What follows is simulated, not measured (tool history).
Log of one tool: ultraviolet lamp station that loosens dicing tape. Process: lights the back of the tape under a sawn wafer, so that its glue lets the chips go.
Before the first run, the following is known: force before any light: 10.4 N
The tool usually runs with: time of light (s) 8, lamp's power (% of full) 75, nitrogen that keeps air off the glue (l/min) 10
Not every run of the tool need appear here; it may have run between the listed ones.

run,hour,time of light (s),lamp's power (% of full),nitrogen that keeps air off the glue (l/min),force that peels the tape off (N),light that reached the tape (mJ/cm²)
1,0.0,8,75,10,0.655,472
2,4.3,8,75,10,0.639,473
3,8.8,8,94,10,0.384,587
4,17.6,8,94,10,0.414,588
5,22.0,8,94,10,0.385,585
6,29.5,8,94,10,0.393,576
7,35.8,8,91,10,0.430,562
8,41.1,8,91,10,0.433,564
9,45.6,14,75,10,0.222,814
10,53.6,8,75,4,1.489,463
11,59.2,8,75,4,1.450,460
12,63.7,8,75,10,0.661,457
13,69.9,8,75,10,0.679,461
14,74.3,8,75,10,0.686,455
15,80.3,8,75,10,0.685,458
16,86.7,8,75,10,0.696,453
17,94.4,8,75,10,0.684,456
18,101.3,8,75,10,0.686,452
19,109.2,8,75,10,0.707,449
20,116.3,6,75,8,1.499,341
21,123.4,6,75,8,1.507,337
22,129.5,6,75,8,1.495,341
23,134.5,6,75,8,1.536,336
24,141.6,5,66,4,3.584,245
# hour 145.9: window cleaned of glue's vapour
25,149.0,5,83,7,1.822,329
26,154.5,9,75,4,1.070,546
27,162.9,7,84,10,0.662,470
28,171.8,6,65,6,2.156,313
29,176.5,5,77,17,1.096,304
30,183.1,14,81,5,0.311,900
31,189.7,14,81,5,0.299,900
32,195.5,8,75,15,0.472,476
33,201.1,8,75,15,0.438,478
34,205.3,4,75,16,1.728,233
35,213.1,12,75,4,0.596,703
36,217.1,8,62,3,2.386,389
37,224.8,8,61,15,0.727,383

Alternative continuations, all from the tool just after run 37; predict every row:
A,230.3,8,77,15,?,?
B,230.3,8,78,10,?,?
C,230.3,6,63,10,?,?
D,230.3,8,75,4,?,?
E,230.3,5,78,6,?,?

run,force that peels the tape off (N),light that reached the tape (mJ/cm²)
A,0.412,482
B,0.613,489
C,1.635,298
D,1.436,470
E,2.178,303
With the hidden condition removed and each run's random variation left untouched, the same runs would have given:
run,force that peels the tape off (N),light that reached the tape (mJ/cm²)
A,0.351,519
B,0.520,526
C,1.434,321
D,1.247,506
E,1.944,327
